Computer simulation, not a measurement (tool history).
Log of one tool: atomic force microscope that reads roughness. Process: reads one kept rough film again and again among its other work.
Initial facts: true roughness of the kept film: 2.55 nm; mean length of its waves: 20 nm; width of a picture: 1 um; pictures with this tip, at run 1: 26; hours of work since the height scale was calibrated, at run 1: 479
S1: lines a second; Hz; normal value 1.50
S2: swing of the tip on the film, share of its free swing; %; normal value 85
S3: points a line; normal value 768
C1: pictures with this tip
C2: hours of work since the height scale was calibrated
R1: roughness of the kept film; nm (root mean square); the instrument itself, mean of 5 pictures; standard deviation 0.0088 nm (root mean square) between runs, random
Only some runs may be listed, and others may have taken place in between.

| run | hour | S1 | S2 | S3 | C1 | C2 | R1 |
|---|---|---|---|---|---|---|---|
| 1 | 0.0 | 1.50 | 85 | 768 | 26 | 479 | 1.796 |
| 2 | 40.3 | 1.50 | 85 | 386 | 74 | 496 | 1.520 |
|  | 71.5 | new tip fitted |
| 3 | 74.8 | 3.34 | 85 | 768 | 4 | 510 | 1.745 |
| 4 | 109.4 | 3.34 | 85 | 768 | 45 | 524 | 1.494 |
| 5 | 140.1 | 3.34 | 85 | 900 | 81 | 536 | 1.339 |
|  | 163.6 | new tip fitted |
| 6 | 177.6 | 3.34 | 85 | 900 | 16 | 551 | 1.659 |
| 7 | 208.2 | 1.50 | 85 | 477 | 53 | 564 | 1.614 |
| 8 | 241.5 | 1.50 | 85 | 477 | 92 | 577 | 1.435 |
|  | 255.7 | new tip fitted |
| 9 | 277.6 | 1.50 | 85 | 477 | 26 | 592 | 1.778 |
| 10 | 297.9 | 1.50 | 85 | 477 | 50 | 600 | 1.636 |
| 11 | 315.8 | 1.50 | 85 | 477 | 71 | 607 | 1.537 |
| 12 | 335.4 | 1.50 | 85 | 477 | 95 | 615 | 1.425 |
|  | 349.0 | new tip fitted |
| 13 | 372.6 | 1.50 | 85 | 477 | 28 | 630 | 1.775 |
| 14 | 413.4 | 1.50 | 85 | 477 | 77 | 647 | 1.517 |
|  | 442.0 | new tip fitted |
| 15 | 442.2 | 1.50 | 85 | 477 | 1 | 658 | 1.950 |
| 16 | 467.2 | 1.50 | 85 | 477 | 30 | 668 | 1.794 |
| 17 | 496.8 | 1.50 | 85 | 477 | 66 | 680 | 1.592 |
| 18 | 519.8 | 1.50 | 85 | 477 | 93 | 690 | 1.475 |
|  | 535.0 | new tip fitted |
| 19 | 540.2 | 1.50 | 85 | 768 | 7 | 698 | 1.921 |
| 20 | 573.0 | 1.50 | 85 | 768 | 46 | 711 | 1.713 |
| 21 | 596.4 | 1.50 | 85 | 768 | 74 | 721 | 1.563 |
| 22 | 622.2 | 1.50 | 85 | 768 | 104 | 731 | 1.411 |
|  | 627.9 | new tip fitted |
| 23 | 654.5 | 1.50 | 85 | 768 | 32 | 744 | 1.738 |
| 24 | 686.3 | 1.50 | 85 | 768 | 70 | 757 | 1.553 |
| 25 | 703.9 | 1.50 | 85 | 768 | 91 | 764 | 1.458 |
|  | 719.9 | new tip fitted |
| 26 | 735.9 | 1.50 | 85 | 768 | 19 | 777 | 1.836 |
| 27 | 767.4 | 2.64 | 60 | 979 | 57 | 790 | 1.705 |
| 28 | 799.2 | 2.64 | 60 | 979 | 95 | 802 | 1.528 |
|  | 812.0 | new tip fitted |
| 29 | 833.6 | 2.40 | 78 | 595 | 26 | 816 | 1.757 |
| 30 | 863.2 | 2.43 | 74 | 595 | 61 | 828 | 1.593 |
| 31 | 885.7 | 1.50 | 85 | 817 | 88 | 837 | 1.478 |
|  | 903.9 | new tip fitted |
| 32 | 916.7 | 1.50 | 85 | 817 | 16 | 850 | 1.833 |
| 33 | 951.2 | 0.77 | 87 | 817 | 57 | 864 | 1.651 |
| 34 | 989.8 | 1.50 | 73 | 768 | 103 | 880 | 1.451 |
|  | 998.5 | new tip fitted |
| 35 | 1010.1 | 1.50 | 57 | 768 | 14 | 888 | 2.017 |
| 36 | 1027.8 | 1.50 | 85 | 786 | 35 | 895 | 1.734 |
| 37 | 1052.5 | 1.50 | 85 | 786 | 65 | 905 | 1.578 |
| 38 | 1076.4 | 2.32 | 63 | 430 | 93 | 914 | 1.514 |
|  | 1091.0 | new tip fitted |
| 39 | 1117.1 | 2.32 | 63 | 913 | 31 | 931 | 1.845 |
| 40 | 1137.6 | 2.32 | 63 | 913 | 55 | 939 | 1.695 |
| 41 | 1165.0 | 2.32 | 63 | 823 | 88 | 950 | 1.535 |
|  | 1183.4 | new tip fitted |
| 42 | 1204.0 | 0.61 | 84 | 452 | 25 | 966 | 1.891 |
| 43 | 1236.2 | 2.41 | 73 | 259 | 63 | 979 | 1.567 |
| 44 | 1267.8 | 1.50 | 59 | 517 | 101 | 992 | 1.524 |
|  | 1276.4 | new tip fitted |
| 45 | 1290.0 | 1.50 | 59 | 517 | 17 | 1001 | 2.005 |
| 46 | 1314.7 | 1.50 | 59 | 517 | 46 | 1011 | 1.797 |
| 47 | 1332.5 | 1.65 | 80 | 698 | 67 | 1018 | 1.592 |
| 48 | 1357.1 | 0.85 | 69 | 270 | 97 | 1028 | 1.515 |
|  | 1369.8 | new tip fitted |
| 49 | 1394.2 | 2.42 | 78 | 336 | 29 | 1043 | 1.695 |
| 50 | 1412.0 | 2.42 | 78 | 336 | 50 | 1050 | 1.577 |
| 51 | 1433.6 | 1.12 | 71 | 336 | 76 | 1059 | 1.574 |

Alternative continuations, all from the tool just after run 51; predict every row:
|  | 1462.8 | new tip fitted |
| A | 1474.7 | 1.29 | 71 | 542 | 14 | 1075 | ? |
|  | 1462.8 | new tip fitted |
| B | 1474.7 | 3.75 | 71 | 336 | 14 | 1075 | ? |
|  | 1462.8 | new tip fitted |
| C | 1474.7 | 1.12 | 67 | 336 | 14 | 1075 | ? |
|  | 1462.8 | new tip fitted |
| D | 1474.7 | 1.74 | 86 | 826 | 14 | 1075 | ? |

| run | R1 |
|---|---|
| A | 1.983 |
| B | 1.802 |
| C | 1.971 |
| D | 1.844 |
The same runs, with their run-to-run variation unchanged, on a tool lacking any hidden condition would have given:
| run | R1 |
|---|---|
| A | 2.073 |
| B | 1.884 |
| C | 2.061 |
| D | 1.928 |

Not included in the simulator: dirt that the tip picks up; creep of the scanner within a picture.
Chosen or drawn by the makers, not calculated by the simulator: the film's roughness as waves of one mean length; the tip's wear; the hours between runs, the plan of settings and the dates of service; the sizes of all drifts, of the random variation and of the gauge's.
